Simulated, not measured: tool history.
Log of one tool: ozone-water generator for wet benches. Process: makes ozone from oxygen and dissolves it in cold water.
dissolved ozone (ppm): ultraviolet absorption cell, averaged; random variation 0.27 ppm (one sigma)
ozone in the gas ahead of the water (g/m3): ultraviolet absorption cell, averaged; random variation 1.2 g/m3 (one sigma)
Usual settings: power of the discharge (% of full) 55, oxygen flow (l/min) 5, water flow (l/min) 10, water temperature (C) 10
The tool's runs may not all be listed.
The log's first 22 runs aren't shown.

run    hour  power of the discharge (% of full)  oxygen flow (l/min)  water flow (l/min)  water temperature (C)  hours of work since the electrodes were changed  hours of work since the contactor was cleaned  hours of work since the thermometer was calibrated  dissolved ozone (ppm)  ozone in the gas ahead of the water (g/m3)
 23  1526.3                                  55                 7.13                  10                     16                                             1799                                           4550                                                  92                     36                                       183.6
 24  1595.8                                  55                 7.13                  10                     16                                             1844                                           4595                                                 137                   35.8                                       182.9
 25  1657.9                                  50                 3.92                  10                      9                                             1884                                           4635                                                 177                   40.1                                       232.2
 26  1742.9                                  50                    5                  11                     10                                             1939                                           4690                                                 232                   36.6                                       204.9
 27  1789.1                                  50                    5                  11                     10                                             1969                                           4719                                                 261                     37                                       204.5
 28  1861.1                                  89                  6.7                  10                     10                                             2015                                           4766                                                 308                   55.1                                       253.9
 29  1910.9                                  89                 2.73                  11                     10                                             2047                                           4798                                                 340                   51.5                                       398.2
 30  1975.8                                  68                 5.21                  10                      6                                             2089                                           4840                                                 382                   51.3                                       244.9
 31  2019.7                                  55                  5.9                  10                     10                                             2117                                           4868                                                 410                   41.6                                       201.1
 32  2061.1                                  55                    5                  10                     18                                             2144                                           4895                                                 437                   35.9                                       218.7

Forecast each of these 4 alternatives for the next run:
  A  2144.8                                  55                    5                  10                     11                                             2198                                           4949                                                 491                      ?                                           ?
  B  2144.8                                  68                 2.96                  11                     18                                             2198                                           4949                                                 491                      ?                                           ?
  C  2144.8                                  48                 3.54                  14                     18                                             2198                                           4949                                                 491                      ?                                           ?
  D  2144.8                                  55                 8.96                  10                      5                                             2198                                           4949                                                 491                      ?                                           ?

run  dissolved ozone (ppm)  ozone in the gas ahead of the water (g/m3)
  A                   41.3                                       221.9
  B                   39.1                                       325.6
  C                     26                                       237.8
  D                   43.5                                       163.4
Without the tool's hidden state the same runs would have given:
run  dissolved ozone (ppm)  ozone in the gas ahead of the water (g/m3)
  A                   41.4                                         222
  B                   39.1                                       325.7
  C                     26                                       237.8
  D                   43.5                                       163.4
